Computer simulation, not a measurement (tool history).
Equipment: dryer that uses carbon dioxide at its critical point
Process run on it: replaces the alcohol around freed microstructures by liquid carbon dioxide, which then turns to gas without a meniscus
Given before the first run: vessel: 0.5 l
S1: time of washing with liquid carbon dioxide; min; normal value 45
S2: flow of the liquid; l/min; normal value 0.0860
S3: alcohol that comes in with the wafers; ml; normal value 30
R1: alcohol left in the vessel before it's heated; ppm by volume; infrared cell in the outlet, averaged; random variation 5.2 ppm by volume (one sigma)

run    hour  S1      S2  S3    R1
  1     0.0  45  0.0860  30   214
  2    23.4  45  0.0860  30   225
  3    47.0  45  0.0860  30   235
  4    70.8  45  0.0860  30   232
  5    98.3  45  0.0860  30   238
  6   122.7  61  0.0860  30   129
  7   158.4  61  0.0860  30   139
  8   183.7  61  0.0860  30   137
  9   207.4  61  0.0860  30   150
 10   230.2  61  0.0860  30   158
 11   247.0  45  0.0860  83   551
 12   277.8  45  0.0860  62   452
 13   295.8  45  0.0860  62   470
 14   316.6  45  0.0860  62   484
 15   332.3  37  0.0860  62  1155
      344.3  -- inlet filter changed
 16   362.6  45  0.0860  30   260
 17   396.3  45  0.0860  30   263
 18   429.2  45  0.0860  30   255
 19   463.8  45  0.0860  30   272
 20   484.4  45  0.1005  30   194
 21   504.1  45  0.1005  30   203
 22   522.0  45  0.1005  28   194
 23   550.8  45  0.1005  28   205
 24   582.9  45  0.1005  28   225
 25   604.3  56  0.1210  21   160
 26   622.3  31  0.1210  21   293
 27   652.0  45  0.1205  30   171
 28   666.7  45  0.0715  34   644
 29   686.3  29  0.0546  30  5877
 30   705.7  51  0.0860  28   240
      714.2  -- inlet filter changed
 31   736.9  51  0.0860  28   221
 32   769.7  40  0.1386  63   191
 33   802.1  40  0.1386  66   190
 34   833.6  40  0.1386  66   198
 35   860.5  40  0.1386  66   198
 36   895.4  49  0.0786  51   425
 37   929.0  59  0.0920  30   200
 38   953.3  30  0.1036  76  1393
 39   989.1  45  0.1267  50   219
 40  1006.3  45  0.1267  50   208
 41  1041.9  48  0.0874  50   367
 42  1070.3  39  0.0860  21   462
     1083.2  -- inlet filter changed
 43  1098.1  39  0.0763  24   580
 44  1129.4  39  0.0763  21   530
 45  1163.9  39  0.0763  21   551
 46  1199.4  46  0.1006  29   240
 47  1229.8  31  0.0582  28  3418

Each row is a separate what-if for the run after 47, all from the same tool condition, not one after another. Results?
  A  1257.5  53  0.0975  67   ?
  B  1257.5  28  0.0860  42   ?
  C  1257.5  70  0.0544  32   ?
  D  1257.5  31  0.0582  98   ?

run     R1
  A    260
  B   2034
  C    382
  D  11940
Without the tool's unlogged condition, the same runs would have read:
run     R1
  A     37
  B   1564
  C    132
  D  10461

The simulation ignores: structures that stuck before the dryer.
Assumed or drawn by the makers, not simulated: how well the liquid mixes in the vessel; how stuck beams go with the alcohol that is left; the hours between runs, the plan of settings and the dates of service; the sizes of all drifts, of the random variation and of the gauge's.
